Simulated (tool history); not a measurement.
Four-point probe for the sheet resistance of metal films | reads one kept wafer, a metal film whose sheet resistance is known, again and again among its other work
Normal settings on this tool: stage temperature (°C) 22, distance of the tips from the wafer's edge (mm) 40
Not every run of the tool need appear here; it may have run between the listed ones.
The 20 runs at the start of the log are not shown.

run	day	stage temperature (°C)	distance of the tips from the wafer's edge (mm)	sheet resistance as the instrument gives it (ohm/square)
21	8.771	23	6	1.232814
22	9.383	19	74	1.228932
23	9.742	19	74	1.228873
24	10.325	19	74	1.228936
25	10.654	19	14	1.229728
26	11.112	22	14	1.229185
27	11.55	18	6	1.233664
28	11.846	32	6	1.231321
# day 11.917: stage's thermometer calibrated
29	12.379	19	67	1.228919
30	12.858	19	67	1.228698
31	13.446	33	24	1.227042
# day 13.788: stage's thermometer calibrated, once more
32	13.996	33	24	1.227934
33	14.317	26	10	1.229856
34	14.871	26	10	1.230438
35	15.179	32	45	1.227892
36	15.654	20	10	1.230743
37	16.192	20	10	1.230605
38	16.467	24	30	1.228497
39	17.046	29	18	1.228594
40	17.412	25	19	1.228571

Below are 5 alternative next runs, each starting from the tool's condition after run 40. Predict each:
A	18.021	25	40	?
B	18.021	28	15	?
C	18.021	25	63	?
D	18.021	32	46	?
E	18.021	33	19	?

run	sheet resistance as the instrument gives it (ohm/square)
A	1.228887
B	1.228374
C	1.228724
D	1.227452
E	1.227853
Stripped of hidden state, with their random variation kept, the same runs would have yielded:
run	sheet resistance as the instrument gives it (ohm/square)
A	1.230762
B	1.230248
C	1.230598
D	1.229326
E	1.229727
